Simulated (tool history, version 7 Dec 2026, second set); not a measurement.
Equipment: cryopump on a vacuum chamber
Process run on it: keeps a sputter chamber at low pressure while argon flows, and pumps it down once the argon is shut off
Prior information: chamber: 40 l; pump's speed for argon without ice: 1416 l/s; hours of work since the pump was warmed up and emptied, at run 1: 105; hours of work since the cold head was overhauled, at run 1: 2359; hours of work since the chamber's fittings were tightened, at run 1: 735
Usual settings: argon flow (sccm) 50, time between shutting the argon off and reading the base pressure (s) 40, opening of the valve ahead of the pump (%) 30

run	hour	argon flow (sccm)	time between shutting the argon off and reading the base pressure (s)	opening of the valve ahead of the pump (%)	hours of work since the pump was warmed up and emptied	hours of work since the cold head was overhauled	hours of work since the chamber's fittings were tightened	pressure while argon flows (Pa)	pressure after the wait (uPa)
1	0.0	50	40	30	105	2359	735	0.2021	2.84
2	56.6	58	40	30	154	2408	784	0.2362	2.89
3	138.4	48	40	30	225	2479	854	0.1983	3.18
4	206.6	64	40	30	284	2538	913	0.2646	3.16
5	258.7	64	40	30	329	2583	958	0.2644	3.30
6	345.2	64	40	30	403	2657	1033	0.2678	3.46
7	384.9	64	40	30	438	2692	1067	0.2722	3.46
8	433.2	64	75	30	480	2734	1109	0.2690	2.86
9	478.7	50	40	30	519	2773	1148	0.2142	3.65
# hour 486.6: leaking fittings of the chamber tightened, without venting
10	559.2	50	40	30	587	2841	63	0.2145	1.98
11	608.5	50	40	30	629	2883	105	0.2168	2.02
12	683.9	50	40	19	695	2948	171	0.3322	2.16
13	738.0	50	40	19	741	2995	217	0.3337	2.26
14	776.1	50	40	30	774	3028	250	0.2183	2.33
15	846.4	50	40	30	835	3089	311	0.2219	2.59
16	928.8	99	40	30	906	3160	382	0.4493	2.59
17	981.9	50	40	30	952	3206	428	0.2261	2.78
18	1071.0	23	103	17	1029	3283	505	0.1744	1.97
# hour 1121.5: pump warmed up, emptied and cooled again
19	1167.0	23	103	17	39	3362	584	0.1631	1.69
20	1254.8	79	40	21	115	3438	660	0.4560	2.74
21	1323.3	40	128	22	174	3497	719	0.2227	1.73
22	1388.9	40	128	22	231	3554	776	0.2219	1.89
23	1439.6	31	40	30	275	3597	820	0.1263	3.09
24	1515.6	34	40	23	341	3663	885	0.1840	3.13
25	1560.2	34	40	23	379	3702	924	0.1831	3.30
26	1625.1	34	40	23	435	3758	980	0.1841	3.45
27	1695.6	34	40	23	496	3819	1041	0.1872	3.64
28	1741.7	40	168	23	536	3859	1081	0.2204	2.39
# hour 1826.8: leaking fittings of the chamber tightened, without venting
29	1831.6	40	168	23	612	3934	4	0.2196	0.66
30	1912.0	40	168	23	682	4004	74	0.2229	0.77
31	1976.7	46	62	20	737	4060	130	0.2941	1.54
32	2064.7	48	40	25	814	4136	206	0.2536	2.24
33	2110.5	50	28	40	853	4176	245	0.1757	2.99
34	2154.7	97	72	25	891	4214	283	0.5174	1.80

Entry by entry between the runs, the difference in hidden state between the last listed run before and the first listed run after:
Between runs 9 and 10: leaking fittings of the chamber tightened, without venting (hour 486.6)
  pump's speed, % of a pump's without ice: 83.2 -> 81.2; cold plate's temperature, K: 13.23 -> 13.26; leak into the chamber, uPa l/s: 2423 -> 434
  measured minus no-state result, pressure while argon flows (Pa): +0.0139 -> +0.0158; pressure after the wait (uPa): +1.87 -> +0.17
Between runs 18 and 19: pump warmed up, emptied and cooled again (hour 1121.5)
  pump's speed, % of a pump's without ice: 67.8 -> 98.3; cold plate's temperature, K: 13.45 -> 13.48; leak into the chamber, uPa l/s: 1265 -> 1407
  measured minus no-state result, pressure while argon flows (Pa): +0.0142 -> +0.0014; pressure after the wait (uPa): +1.14 -> +0.85
Between runs 28 and 29: leaking fittings of the chamber tightened, without venting (hour 1826.8)
  pump's speed, % of a pump's without ice: 82.4 -> 80; cold plate's temperature, K: 13.69 -> 13.72; leak into the chamber, uPa l/s: 2359 -> 317
  measured minus no-state result, pressure while argon flows (Pa): +0.0123 -> +0.0140; pressure after the wait (uPa): +1.81 -> +0.08

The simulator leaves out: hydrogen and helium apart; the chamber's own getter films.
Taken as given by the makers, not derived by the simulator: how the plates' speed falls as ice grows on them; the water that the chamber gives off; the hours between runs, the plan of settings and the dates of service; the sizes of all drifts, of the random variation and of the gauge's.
